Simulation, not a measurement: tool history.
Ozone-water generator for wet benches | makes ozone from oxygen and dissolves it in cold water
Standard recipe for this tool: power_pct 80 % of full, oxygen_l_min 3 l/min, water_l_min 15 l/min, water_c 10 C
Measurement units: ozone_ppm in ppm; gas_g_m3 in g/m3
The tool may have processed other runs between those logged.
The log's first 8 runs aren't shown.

run    hour  power_pct  oxygen_l_min  water_l_min  water_c  hours of work since the electrodes were changed  hours of work since the contactor was cleaned  hours of work since the thermometer was calibrated  ozone_ppm  gas_g_m3
  9   468.2         80             3           15       10                                             1526                                           4047                                                2431       19.1     167.8
 10     497         80             3           15       10                                             1552                                           4072                                                2457       18.7       167
 11   537.3         80             3           15       10                                             1588                                           4108                                                2493       18.8     168.8
 12   576.7         80             3           15       10                                             1623                                           4143                                                2528       18.8     166.2
 13   608.2         80             3           15       10                                             1651                                           4171                                                2556       18.7     167.2
      627.7  -- water thermometer calibrated
 14   642.7         80             3           15       10                                             1681                                           4202                                                  13       18.8     165.6
 15   685.7         80             3           15       10                                             1719                                           4240                                                  52       18.9       167
 16   739.6         80             3           15       10                                             1767                                           4288                                                  99       18.6     166.8
 17   768.8         80             3           15       10                                             1793                                           4314                                                 125       18.7     166.8
 18   816.7         77          2.55           15       10                                             1836                                           4356                                                 168       18.1     179.6
 19   852.1         77          2.55           15       10                                             1867                                           4388                                                 200         18     179.4
 20   920.9         97             3           11       10                                             1928                                           4449                                                 261       26.5     181.2
 21   984.4         64          3.96           12        9                                             1985                                           4505                                                 317       19.8     123.5
 22    1035         77             3           16        9                                             2030                                           4550                                                 362       17.3       162
 23  1086.8         61             3           16       15                                             2076                                           4596                                                 408       14.1     142.3
 24  1127.4         91          2.06           21        6                                             2112                                           4632                                                 444       14.2     226.1
 25  1192.7         67          4.59           23       15                                             2170                                           4690                                                 502       10.9     112.2
 26  1263.2         67          4.59           23       15                                             2233                                           4753                                                 565       10.7     112.9
 27  1309.2         86             3           15       13                                             2274                                           4794                                                 606       18.7     172.2
 28  1343.9         77          3.69           15        9                                             2304                                           4825                                                 637         18     138.6
 29  1395.9         42          3.69           17        7                                             2351                                           4871                                                 683       12.2     101.7
 30  1459.2         42          1.66           16        7                                             2407                                           4927                                                 739         12     171.5
 31  1524.8         79             3           13       10                                             2465                                           4986                                                 798       20.6     161.6
 32  1555.5         79             3           13       10                                             2492                                           5013                                                 825       20.5     160.8

Each row is a separate what-if for the run after 32, all from the same tool condition, not one after another. Results?
  A  1609.4         79             3           10        5                                             2540                                           5061                                                 873          ?         ?
  B  1609.4         77           1.7           19       10                                             2540                                           5061                                                 873          ?         ?
  C  1609.4         75             3           10       11                                             2540                                           5061                                                 873          ?         ?

run  ozone_ppm  gas_g_m3
  A       26.7     161.1
  B       13.6     232.1
  C         24     157.5
Take away the tool's hidden state, keep each run's random variation, and the runs would have read:
run  ozone_ppm  gas_g_m3
  A       29.6     174.4
  B       15.3       251
  C       26.7     170.1
